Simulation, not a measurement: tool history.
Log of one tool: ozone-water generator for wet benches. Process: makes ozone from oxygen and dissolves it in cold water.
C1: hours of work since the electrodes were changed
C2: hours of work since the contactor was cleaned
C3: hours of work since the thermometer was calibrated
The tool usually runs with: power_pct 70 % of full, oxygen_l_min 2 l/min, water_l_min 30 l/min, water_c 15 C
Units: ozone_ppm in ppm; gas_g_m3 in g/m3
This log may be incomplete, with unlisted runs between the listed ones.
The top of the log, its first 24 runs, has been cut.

run 25 day=151.75 | power_pct=90 oxygen_l_min=1.51 water_l_min=39 water_c=15 | C1=6378 C2=2202 C3=3255 | ozone_ppm=9.4 gas_g_m3=319.6
run 26 day=158.342 | power_pct=50 oxygen_l_min=1.11 water_l_min=30 water_c=15 | C1=6474 C2=2297 C3=3351 | ozone_ppm=7.2 gas_g_m3=247.5
run 27 day=164.933 | power_pct=50 oxygen_l_min=1.11 water_l_min=30 water_c=15 | C1=6570 C2=2393 C3=3446 | ozone_ppm=7 gas_g_m3=245.4
run 28 day=172.471 | power_pct=50 oxygen_l_min=1.11 water_l_min=30 water_c=15 | C1=6679 C2=2502 C3=3556 | ozone_ppm=7 gas_g_m3=245.8
run 29 day=181.396 | power_pct=76 oxygen_l_min=1.11 water_l_min=43 water_c=15 | C1=6808 C2=2632 C3=3685 | ozone_ppm=6.7 gas_g_m3=330.3
run 30 day=186.842 | power_pct=76 oxygen_l_min=2.72 water_l_min=43 water_c=11 | C1=6887 C2=2711 C3=3764 | ozone_ppm=9.6 gas_g_m3=211.1
run 31 day=192.125 | power_pct=55 oxygen_l_min=2.72 water_l_min=43 water_c=11 | C1=6964 C2=2787 C3=3841 | ozone_ppm=7.6 gas_g_m3=168.6
run 32 day=197.412 | power_pct=67 oxygen_l_min=3.36 water_l_min=35 water_c=14 | C1=7041 C2=2864 C3=3917 | ozone_ppm=11.3 gas_g_m3=174.7
run 33 day=201.538 | power_pct=67 oxygen_l_min=3.36 water_l_min=35 water_c=14 | C1=7101 C2=2924 C3=3977 | ozone_ppm=11.3 gas_g_m3=173.1
run 34 day=207.654 | power_pct=57 oxygen_l_min=1.39 water_l_min=31 water_c=23 | C1=7189 C2=3013 C3=4066 | ozone_ppm=8.1 gas_g_m3=241.5

Below are 3 alternative next runs, each starting from the tool's condition after run 34. Predict each:
run A day=213.396 | power_pct=57 oxygen_l_min=1.39 water_l_min=45 water_c=23 | C1=7273 C2=3096 C3=4149 | ozone_ppm=? gas_g_m3=?
run B day=213.396 | power_pct=57 oxygen_l_min=1.04 water_l_min=18 water_c=23 | C1=7273 C2=3096 C3=4149 | ozone_ppm=? gas_g_m3=?
run C day=213.396 | power_pct=70 oxygen_l_min=2 water_l_min=48 water_c=15 | C1=7273 C2=3096 C3=4149 | ozone_ppm=? gas_g_m3=?

run=A ozone_ppm=5.6 gas_g_m3=240.5
run=B ozone_ppm=12.1 gas_g_m3=279.6
run=C ozone_ppm=6.9 gas_g_m3=234
Take away the tool's hidden state, keep each run's random variation, and the runs would have read:
run=A ozone_ppm=5.6 gas_g_m3=240.9
run=B ozone_ppm=12.1 gas_g_m3=280
run=C ozone_ppm=7 gas_g_m3=234.4
